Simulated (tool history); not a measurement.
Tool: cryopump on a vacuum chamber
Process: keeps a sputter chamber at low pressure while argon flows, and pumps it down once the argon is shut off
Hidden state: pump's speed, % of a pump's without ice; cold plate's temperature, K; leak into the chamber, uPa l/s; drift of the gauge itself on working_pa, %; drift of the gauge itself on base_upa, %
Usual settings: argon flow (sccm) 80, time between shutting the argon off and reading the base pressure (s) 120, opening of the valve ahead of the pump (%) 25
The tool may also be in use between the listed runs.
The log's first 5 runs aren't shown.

run,hour,argon flow (sccm),time between shutting the argon off and reading the base pressure (s),opening of the valve ahead of the pump (%),hours of work since the pump was warmed up and emptied,hours of work since the cold head was overhauled,hours of work since the chamber's fittings were tightened,pressure while argon flows (Pa),pressure after the wait (uPa)
6,76.2,73,120,25,116,116,657,0.2508,0.8
7,96.7,73,53,25,125,125,667,0.2513,1.28
8,109.5,73,53,25,130,130,672,0.2498,1.26
9,127.7,80,120,41,138,138,680,0.1692,0.82
10,151.8,80,120,41,149,149,691,0.1683,0.82
11,168.1,80,120,41,156,156,698,0.1709,0.84
12,186.9,80,120,41,164,164,706,0.1701,0.81
13,202.8,80,120,41,172,172,713,0.1695,0.79
14,226.2,80,120,41,182,182,724,0.1696,0.88
15,237.2,80,120,32,187,187,728,0.2169,0.86
16,259.3,80,120,32,196,196,738,0.2174,0.85
17,283.3,80,120,32,207,207,749,0.2165,0.85
18,295.5,148,63,28,212,212,754,0.4567,1.17
19,309,80,202,25,218,218,760,0.2742,0.74
20,332.4,80,202,25,229,229,770,0.2744,0.72
21,348.1,35,38,26,236,236,777,0.1184,1.6

Forecast run 22:
22,364.3,38,26,23,243,243,785,?,?

Run 22 gave pressure while argon flows (Pa) 0.1436, pressure after the wait (uPa) 2.2.
Without the tool's hidden state the same run would have given pressure while argon flows (Pa) 0.1402, pressure after the wait (uPa) 1.85.
